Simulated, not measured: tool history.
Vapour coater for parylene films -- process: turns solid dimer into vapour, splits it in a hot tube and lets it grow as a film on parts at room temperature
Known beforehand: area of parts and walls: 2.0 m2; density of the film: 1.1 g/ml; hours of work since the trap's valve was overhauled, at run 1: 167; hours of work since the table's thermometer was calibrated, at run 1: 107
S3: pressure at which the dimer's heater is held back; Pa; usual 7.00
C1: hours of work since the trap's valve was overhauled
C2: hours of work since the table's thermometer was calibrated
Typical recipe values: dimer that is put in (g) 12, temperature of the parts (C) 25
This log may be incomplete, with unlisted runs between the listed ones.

run 1 day=0.000 | dimer_that_is_put_in_(g)=12 temperature_of_the_parts_(C)=25 S3=7.00 | C1=167 C2=107 | thickness_of_the_film_(µm)=3.73
run 2 day=0.712 | dimer_that_is_put_in_(g)=12 temperature_of_the_parts_(C)=25 S3=7.00 | C1=176 C2=116 | thickness_of_the_film_(µm)=3.69
run 3 day=1.604 | dimer_that_is_put_in_(g)=12 temperature_of_the_parts_(C)=25 S3=7.00 | C1=187 C2=127 | thickness_of_the_film_(µm)=3.74
run 4 day=2.346 | dimer_that_is_put_in_(g)=12 temperature_of_the_parts_(C)=25 S3=7.00 | C1=196 C2=136 | thickness_of_the_film_(µm)=3.70
run 5 day=3.229 | dimer_that_is_put_in_(g)=12 temperature_of_the_parts_(C)=25 S3=7.00 | C1=207 C2=147 | thickness_of_the_film_(µm)=3.70
run 6 day=3.796 | dimer_that_is_put_in_(g)=12 temperature_of_the_parts_(C)=25 S3=7.00 | C1=214 C2=154 | thickness_of_the_film_(µm)=3.69
run 7 day=4.504 | dimer_that_is_put_in_(g)=12 temperature_of_the_parts_(C)=25 S3=7.00 | C1=222 C2=162 | thickness_of_the_film_(µm)=3.67
run 8 day=5.017 | dimer_that_is_put_in_(g)=12 temperature_of_the_parts_(C)=25 S3=7.00 | C1=229 C2=169 | thickness_of_the_film_(µm)=3.69
run 9 day=5.721 | dimer_that_is_put_in_(g)=8 temperature_of_the_parts_(C)=25 S3=7.00 | C1=237 C2=177 | thickness_of_the_film_(µm)=2.46
run 10 day=6.462 | dimer_that_is_put_in_(g)=8 temperature_of_the_parts_(C)=25 S3=7.00 | C1=246 C2=186 | thickness_of_the_film_(µm)=2.45
run 11 day=7.312 | dimer_that_is_put_in_(g)=12 temperature_of_the_parts_(C)=25 S3=7.00 | C1=257 C2=197 | thickness_of_the_film_(µm)=3.65
-- day=7.721 trap's valve overhauled
run 12 day=8.283 | dimer_that_is_put_in_(g)=12 temperature_of_the_parts_(C)=25 S3=8.93 | C1=7 C2=207 | thickness_of_the_film_(µm)=3.70
run 13 day=8.971 | dimer_that_is_put_in_(g)=12 temperature_of_the_parts_(C)=25 S3=8.93 | C1=15 C2=215 | thickness_of_the_film_(µm)=3.67
run 14 day=9.496 | dimer_that_is_put_in_(g)=12 temperature_of_the_parts_(C)=25 S3=8.93 | C1=22 C2=222 | thickness_of_the_film_(µm)=3.69
run 15 day=10.012 | dimer_that_is_put_in_(g)=12 temperature_of_the_parts_(C)=25 S3=8.93 | C1=28 C2=228 | thickness_of_the_film_(µm)=3.70
run 16 day=10.729 | dimer_that_is_put_in_(g)=12 temperature_of_the_parts_(C)=25 S3=8.93 | C1=37 C2=237 | thickness_of_the_film_(µm)=3.68
run 17 day=11.129 | dimer_that_is_put_in_(g)=12 temperature_of_the_parts_(C)=17 S3=7.00 | C1=42 C2=242 | thickness_of_the_film_(µm)=5.20
run 18 day=12.067 | dimer_that_is_put_in_(g)=12 temperature_of_the_parts_(C)=31 S3=7.00 | C1=54 C2=253 | thickness_of_the_film_(µm)=3.12
run 19 day=12.629 | dimer_that_is_put_in_(g)=12 temperature_of_the_parts_(C)=31 S3=7.88 | C1=60 C2=260 | thickness_of_the_film_(µm)=3.00
run 20 day=13.050 | dimer_that_is_put_in_(g)=12 temperature_of_the_parts_(C)=24 S3=3.88 | C1=66 C2=266 | thickness_of_the_film_(µm)=4.53
run 21 day=13.667 | dimer_that_is_put_in_(g)=12 temperature_of_the_parts_(C)=24 S3=3.88 | C1=73 C2=273 | thickness_of_the_film_(µm)=4.54
run 22 day=14.396 | dimer_that_is_put_in_(g)=19 temperature_of_the_parts_(C)=18 S3=7.07 | C1=82 C2=282 | thickness_of_the_film_(µm)=7.83
run 23 day=15.146 | dimer_that_is_put_in_(g)=14 temperature_of_the_parts_(C)=20 S3=7.00 | C1=92 C2=291 | thickness_of_the_film_(µm)=5.37
run 24 day=15.646 | dimer_that_is_put_in_(g)=14 temperature_of_the_parts_(C)=20 S3=7.00 | C1=98 C2=298 | thickness_of_the_film_(µm)=5.31
run 25 day=16.433 | dimer_that_is_put_in_(g)=12 temperature_of_the_parts_(C)=33 S3=7.00 | C1=107 C2=307 | thickness_of_the_film_(µm)=2.86
run 26 day=16.821 | dimer_that_is_put_in_(g)=12 temperature_of_the_parts_(C)=33 S3=7.00 | C1=112 C2=312 | thickness_of_the_film_(µm)=2.86
run 27 day=17.504 | dimer_that_is_put_in_(g)=12 temperature_of_the_parts_(C)=33 S3=7.00 | C1=121 C2=320 | thickness_of_the_film_(µm)=2.85
run 28 day=18.200 | dimer_that_is_put_in_(g)=12 temperature_of_the_parts_(C)=33 S3=7.00 | C1=129 C2=329 | thickness_of_the_film_(µm)=2.83
run 29 day=19.112 | dimer_that_is_put_in_(g)=19 temperature_of_the_parts_(C)=25 S3=7.00 | C1=140 C2=340 | thickness_of_the_film_(µm)=5.98
run 30 day=19.788 | dimer_that_is_put_in_(g)=15 temperature_of_the_parts_(C)=19 S3=7.00 | C1=149 C2=349 | thickness_of_the_film_(µm)=5.85
run 31 day=20.596 | dimer_that_is_put_in_(g)=9 temperature_of_the_parts_(C)=28 S3=7.00 | C1=159 C2=359 | thickness_of_the_film_(µm)=2.53
run 32 day=21.442 | dimer_that_is_put_in_(g)=9 temperature_of_the_parts_(C)=28 S3=7.00 | C1=169 C2=369 | thickness_of_the_film_(µm)=2.54
run 33 day=22.283 | dimer_that_is_put_in_(g)=9 temperature_of_the_parts_(C)=28 S3=7.00 | C1=179 C2=379 | thickness_of_the_film_(µm)=2.52

What does the tool deliver on the next run?
run 34 day=23.054 | dimer_that_is_put_in_(g)=5 temperature_of_the_parts_(C)=28 S3=5.56 | C1=189 C2=389 | thickness_of_the_film_(µm)=?

{"run 34": {"thickness of the film (µm)": 1.46}}
Were there no unlogged condition in the tool, this run, its random variation unchanged, would have produced thickness of the film (µm) 1.54.
